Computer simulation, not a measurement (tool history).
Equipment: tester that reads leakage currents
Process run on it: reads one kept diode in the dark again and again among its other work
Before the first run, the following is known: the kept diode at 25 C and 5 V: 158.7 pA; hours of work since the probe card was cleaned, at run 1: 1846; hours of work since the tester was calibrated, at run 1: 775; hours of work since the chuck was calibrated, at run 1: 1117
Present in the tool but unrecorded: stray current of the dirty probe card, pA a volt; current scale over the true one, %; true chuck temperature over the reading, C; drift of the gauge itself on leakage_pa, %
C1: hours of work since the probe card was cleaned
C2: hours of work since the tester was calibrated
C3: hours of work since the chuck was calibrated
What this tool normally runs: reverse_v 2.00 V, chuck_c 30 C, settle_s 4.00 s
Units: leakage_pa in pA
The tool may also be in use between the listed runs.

{"run": 1, "hour": 0.0, "reverse_v": 2.0, "chuck_c": 30, "settle_s": 4.0, "C1": 1846, "C2": 775, "C3": 1117, "leakage_pa": 152.45}
{"run": 2, "hour": 36.7, "reverse_v": 2.0, "chuck_c": 30, "settle_s": 4.0, "C1": 1865, "C2": 794, "C3": 1137, "leakage_pa": 152.14}
{"run": 3, "hour": 81.4, "reverse_v": 2.0, "chuck_c": 30, "settle_s": 4.0, "C1": 1888, "C2": 818, "C3": 1160, "leakage_pa": 152.22}
{"run": 4, "hour": 132.4, "reverse_v": 2.0, "chuck_c": 30, "settle_s": 2.11, "C1": 1915, "C2": 844, "C3": 1187, "leakage_pa": 153.04}
{"run": 5, "hour": 165.5, "reverse_v": 6.24, "chuck_c": 30, "settle_s": 4.0, "C1": 1932, "C2": 862, "C3": 1204, "leakage_pa": 269.45}
{"hour": 194.2, "done": "chuck's temperature calibrated"}
{"run": 6, "hour": 194.2, "reverse_v": 10.24, "chuck_c": 30, "settle_s": 4.0, "C1": 1946, "C2": 876, "C3": 0, "leakage_pa": 343.02}
{"run": 7, "hour": 223.2, "reverse_v": 10.24, "chuck_c": 30, "settle_s": 4.0, "C1": 1962, "C2": 891, "C3": 15, "leakage_pa": 343.76}
{"run": 8, "hour": 245.6, "reverse_v": 10.24, "chuck_c": 30, "settle_s": 4.0, "C1": 1973, "C2": 903, "C3": 27, "leakage_pa": 343.28}
{"run": 9, "hour": 293.0, "reverse_v": 10.24, "chuck_c": 30, "settle_s": 4.0, "C1": 1998, "C2": 928, "C3": 52, "leakage_pa": 344.39}
{"run": 10, "hour": 324.9, "reverse_v": 1.16, "chuck_c": 30, "settle_s": 4.0, "C1": 2015, "C2": 944, "C3": 69, "leakage_pa": 115.98}
{"run": 11, "hour": 377.9, "reverse_v": 1.16, "chuck_c": 30, "settle_s": 4.0, "C1": 2043, "C2": 972, "C3": 96, "leakage_pa": 116.52}
{"run": 12, "hour": 410.6, "reverse_v": 7.57, "chuck_c": 41, "settle_s": 0.47, "C1": 2060, "C2": 989, "C3": 114, "leakage_pa": 702.28}
{"run": 13, "hour": 443.1, "reverse_v": 7.57, "chuck_c": 41, "settle_s": 3.9, "C1": 2077, "C2": 1006, "C3": 131, "leakage_pa": 698.67}
{"run": 14, "hour": 496.5, "reverse_v": 3.89, "chuck_c": 20, "settle_s": 0.3, "C1": 2105, "C2": 1034, "C3": 159, "leakage_pa": 96.17}

Run 15 comes next. What will it give?
{"run": 15, "hour": 518.4, "reverse_v": 3.89, "chuck_c": 20, "settle_s": 0.3, "C1": 2117, "C2": 1046, "C3": 170, "leakage_pa": "?"}

Run 15 gave leakage_pa 96.71 pA.
With the hidden condition absent and the run-to-run variation left alone, this run would have shown leakage_pa 96.64 pA.
